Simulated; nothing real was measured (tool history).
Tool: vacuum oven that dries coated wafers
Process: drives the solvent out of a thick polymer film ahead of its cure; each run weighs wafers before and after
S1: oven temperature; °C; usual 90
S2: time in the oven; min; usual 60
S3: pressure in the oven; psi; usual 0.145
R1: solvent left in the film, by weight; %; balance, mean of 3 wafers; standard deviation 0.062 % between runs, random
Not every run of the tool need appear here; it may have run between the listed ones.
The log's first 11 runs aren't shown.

run,hour,S1,S2,S3,R1
12,714.8,90,60,0.145,4.07
13,772.1,90,60,0.145,4.22
14,821.0,90,60,0.145,4.12
15,903.1,90,60,0.145,4.25
16,943.1,90,60,0.145,4.33
17,1030.6,90,31,0.145,8.27
18,1094.5,90,31,0.145,8.49
19,1184.4,90,31,0.145,8.65
20,1265.2,90,49,0.145,5.45
21,1353.8,90,60,0.145,4.44
22,1428.2,90,53,0.145,5.13
23,1522.0,90,68,0.145,4.07
24,1593.9,91,68,0.145,3.63
# hour 1599.3: vacuum gauge cleaned of residue and calibrated
25,1655.1,91,68,0.145,3.93
26,1747.6,91,68,0.145,3.93
# hour 1820.0: vacuum gauge cleaned of residue and calibrated, once more
27,1828.8,91,68,0.145,3.13
28,1902.6,91,68,0.145,3.11
29,1962.0,84,44,0.145,9.31
30,2049.1,84,44,0.145,9.30
31,2107.4,79,60,0.506,12.82
32,2173.9,86,64,0.097,5.55
33,2249.4,96,48,0.261,3.78
34,2295.0,96,48,0.261,3.81
35,2355.5,105,35,0.321,2.61

What will run 36 give?
36,2420.3,105,35,0.321,?

R1: 2.67 %
Take away the tool's hidden state, keep the run-to-run variation as it was, and the same run would have given R1 2.20 %.

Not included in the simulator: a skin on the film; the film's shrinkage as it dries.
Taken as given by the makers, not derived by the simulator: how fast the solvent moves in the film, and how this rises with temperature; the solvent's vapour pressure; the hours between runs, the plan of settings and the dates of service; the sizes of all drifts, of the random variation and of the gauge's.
